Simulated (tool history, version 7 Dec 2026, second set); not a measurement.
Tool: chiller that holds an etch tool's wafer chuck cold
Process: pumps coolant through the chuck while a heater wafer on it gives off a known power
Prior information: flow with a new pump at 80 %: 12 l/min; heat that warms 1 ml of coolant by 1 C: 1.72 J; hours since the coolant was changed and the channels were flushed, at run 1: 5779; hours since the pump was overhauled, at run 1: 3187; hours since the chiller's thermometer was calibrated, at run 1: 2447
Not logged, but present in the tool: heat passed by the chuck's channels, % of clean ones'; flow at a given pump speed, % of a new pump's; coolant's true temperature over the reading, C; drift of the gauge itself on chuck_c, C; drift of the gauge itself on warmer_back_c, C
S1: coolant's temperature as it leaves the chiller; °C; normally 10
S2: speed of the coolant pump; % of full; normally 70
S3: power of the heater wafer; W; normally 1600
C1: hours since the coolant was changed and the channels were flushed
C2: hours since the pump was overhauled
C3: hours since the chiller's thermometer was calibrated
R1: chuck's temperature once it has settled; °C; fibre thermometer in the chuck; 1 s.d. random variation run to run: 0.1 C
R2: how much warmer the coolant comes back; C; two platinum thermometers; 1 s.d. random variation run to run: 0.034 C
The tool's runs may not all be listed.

run	hour	S1	S2	S3	C1	C2	C3	R1	R2
1	0	10	70	1600	5779	3187	2447	24.4	5.54
2	48.9	10	70	1600	5828	3236	2496	24.5	5.57
3	112.1	10	70	1600	5891	3299	2559	24.4	5.5
4	173.4	10	70	1600	5952	3361	2620	24.3	5.53
5	244.3	10	70	1600	6023	3431	2691	24.4	5.52
6	325.7	10	60	1600	6105	3513	2772	26.2	6.47
7	389.8	10	70	1600	6169	3577	2837	24.2	5.56
8	446	10	70	2114	6225	3633	2893	29.1	7.36
9	500.9	2	70	1600	6280	3688	2948	16.4	5.58
10	589.1	10	70	1600	6368	3776	3036	24.4	5.56
11	674.6	10	70	1600	6454	3862	3121	24.3	5.57
12	714.2	10	81	1600	6493	3901	3161	22.9	4.79
13	761.6	10	81	1600	6541	3949	3208	23.1	4.84
14	832.9	10	81	1600	6612	4020	3280	23	4.81
15	875.7	10	81	1600	6655	4063	3323	23	4.85
16	915.6	10	81	1600	6695	4103	3362	22.9	4.86
17	981	17	74	1612	6760	4168	3428	31.2	5.35
18	1035.9	9	95	1384	6815	4223	3483	18.9	3.53
19	1087.4	10	70	1852	6866	4275	3534	26.8	6.46
20	1131.3	10	70	1852	6910	4318	3578	26.9	6.52

Run 21 comes next. What will it give?
21	1204.1	10	70	1255	6983	4391	3651	?	?

R1: 21.2 °C
R2: 4.39 C
Were there no unlogged condition in the tool, this run, its random variation unchanged, would have produced R1 20.2 °C, R2 4.18 C.

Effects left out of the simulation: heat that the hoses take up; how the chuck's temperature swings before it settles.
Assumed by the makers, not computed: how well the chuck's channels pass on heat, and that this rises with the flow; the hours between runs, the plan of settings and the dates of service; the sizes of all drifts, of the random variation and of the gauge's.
